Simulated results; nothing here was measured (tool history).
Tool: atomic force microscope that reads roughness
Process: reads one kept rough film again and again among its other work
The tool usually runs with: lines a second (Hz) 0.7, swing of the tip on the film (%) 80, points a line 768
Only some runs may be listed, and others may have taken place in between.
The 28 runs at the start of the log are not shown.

| run | hour | lines a second (Hz) | swing of the tip on the film (%) | points a line | pictures with this tip | hours of work since the height scale was calibrated | roughness of the kept film (nm (root mean square)) |
|---|---|---|---|---|---|---|---|
| 29 | 1507.8 | 3.128 | 70 | 375 | 81 | 254 | 2.219 |
|  | 1540.1 | new tip fitted |
| 30 | 1570.3 | 3.128 | 70 | 375 | 42 | 292 | 2.569 |
| 31 | 1613.1 | 3.128 | 85 | 375 | 102 | 318 | 1.964 |
|  | 1625 | new tip fitted |
| 32 | 1685.1 | 1.772 | 89 | 438 | 85 | 362 | 2.163 |
|  | 1711.7 | new tip fitted |
| 33 | 1742.4 | 1.772 | 89 | 438 | 43 | 397 | 2.401 |
| 34 | 1780.6 | 3.771 | 89 | 438 | 97 | 421 | 1.848 |
|  | 1799.4 | new tip fitted |
| 35 | 1815.6 | 0.7 | 63 | 768 | 22 | 442 | 2.849 |
| 36 | 1846.5 | 0.922 | 86 | 768 | 66 | 461 | 2.443 |
|  | 1883.8 | new tip fitted |
| 37 | 1883.8 | 0.974 | 82 | 912 | 0 | 484 | 3.002 |
| 38 | 1930 | 0.974 | 82 | 912 | 65 | 512 | 2.426 |
|  | 1970.4 | new tip fitted |
| 39 | 1976 | 0.974 | 82 | 912 | 8 | 540 | 2.923 |
| 40 | 2014.8 | 0.974 | 82 | 912 | 63 | 564 | 2.425 |
| 41 | 2048.6 | 0.7 | 72 | 762 | 110 | 585 | 2.153 |
|  | 2053.9 | new tip fitted |
| 42 | 2117 | 2.08 | 80 | 762 | 89 | 627 | 2.14 |
|  | 2139.2 | new tip fitted |
| 43 | 2192.3 | 0.929 | 65 | 271 | 75 | 673 | 2.309 |
|  | 2222.4 | new tip fitted |
| 44 | 2249.4 | 0.929 | 65 | 271 | 38 | 708 | 2.629 |
| 45 | 2292.3 | 1.88 | 80 | 528 | 98 | 734 | 2.144 |
|  | 2307.1 | new tip fitted |
| 46 | 2343.9 | 0.7 | 63 | 768 | 52 | 766 | 2.491 |
| 47 | 2388.1 | 0.7 | 63 | 768 | 114 | 793 | 2.089 |

What does the tool deliver on the next run?
|  | 2393.9 | new tip fitted |
| 48 | 2425.7 | 0.7 | 63 | 768 | 45 | 816 | ? |

Run 48 yielded roughness of the kept film (nm (root mean square)) 2.711.
Take away the tool's hidden state, keep the run-to-run variation as it was, and the same run would have given roughness of the kept film (nm (root mean square)) 3.136.

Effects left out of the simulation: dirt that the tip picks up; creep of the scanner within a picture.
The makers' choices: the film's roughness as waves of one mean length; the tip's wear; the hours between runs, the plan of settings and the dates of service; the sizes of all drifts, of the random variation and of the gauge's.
